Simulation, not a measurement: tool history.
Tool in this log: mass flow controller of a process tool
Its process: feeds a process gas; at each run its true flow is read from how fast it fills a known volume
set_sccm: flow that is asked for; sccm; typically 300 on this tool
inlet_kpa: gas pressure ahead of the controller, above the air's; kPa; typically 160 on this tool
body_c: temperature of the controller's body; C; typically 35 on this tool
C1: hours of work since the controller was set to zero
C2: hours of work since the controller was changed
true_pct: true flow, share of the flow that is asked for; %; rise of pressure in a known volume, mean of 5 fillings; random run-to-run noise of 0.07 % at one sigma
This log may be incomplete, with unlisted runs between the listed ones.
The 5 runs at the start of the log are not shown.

Run 6, day 24.283: usual settings; C1 1136; C2 1136. Result: true_pct 97.91 %.
Run 7, day 27.146: usual settings but inlet_kpa 202 kPa; C1 1168; C2 1168. Result: true_pct 97.92 %.
Run 8, day 31.838: usual settings but inlet_kpa 202 kPa; C1 1220; C2 1220. Result: true_pct 97.86 %.
Run 9, day 35.004: usual settings but set_sccm 414 sccm; C1 1256; C2 1256. Result: true_pct 98.6 %.
Run 10, day 39.558: usual settings but inlet_kpa 185 kPa; C1 1307; C2 1307. Result: true_pct 97.9 %.
Run 11, day 44.179: usual settings but set_sccm 464 sccm; C1 1359; C2 1359. Result: true_pct 98.79 %.
Run 12, day 47.471: usual settings but set_sccm 464 sccm; C1 1396; C2 1396. Result: true_pct 98.84 %.
Run 13, day 52.908: usual settings but set_sccm 220 sccm; C1 1457; C2 1457. Result: true_pct 97.32 %.
Run 14, day 55.471: usual settings but set_sccm 220 sccm; C1 1486; C2 1486. Result: true_pct 97.34 %.
Run 15, day 59.442: usual settings; C1 1530; C2 1530. Result: true_pct 98.03 %.
At day 59.792: controller's zero set anew.
Run 16, day 64.783: usual settings but body_c 38 C; C1 56; C2 1590. Result: true_pct 97.83 %.
Run 17, day 67.642: usual settings but body_c 38 C; C1 88; C2 1622. Result: true_pct 97.75 %.
Run 18, day 70.925: usual settings but body_c 38 C; C1 125; C2 1659. Result: true_pct 97.76 %.
Run 19, day 73.954: usual settings but set_sccm 272 sccm; C1 159; C2 1693. Result: true_pct 97.43 %.
Run 20, day 77.571: usual settings; C1 200; C2 1733. Result: true_pct 97.74 %.
Run 21, day 80.342: usual settings; C1 231; C2 1765. Result: true_pct 97.63 %.
Run 22, day 83.65: usual settings; C1 268; C2 1802. Result: true_pct 97.66 %.
Run 23, day 88.65: usual settings; C1 324; C2 1858. Result: true_pct 97.63 %.
Run 24, day 92.4: usual settings; C1 366; C2 1900. Result: true_pct 97.68 %.

Run 25 has not been measured yet. What should we expect?
At day 93.921: controller's zero set anew, once more.
Run 25, day 97.521: usual settings; C1 40; C2 1957. Result: true_pct ?.

Run 25 produced true_pct 99.13 %.
With no hidden state in the tool, this same run would have given true_pct 98.32 %.
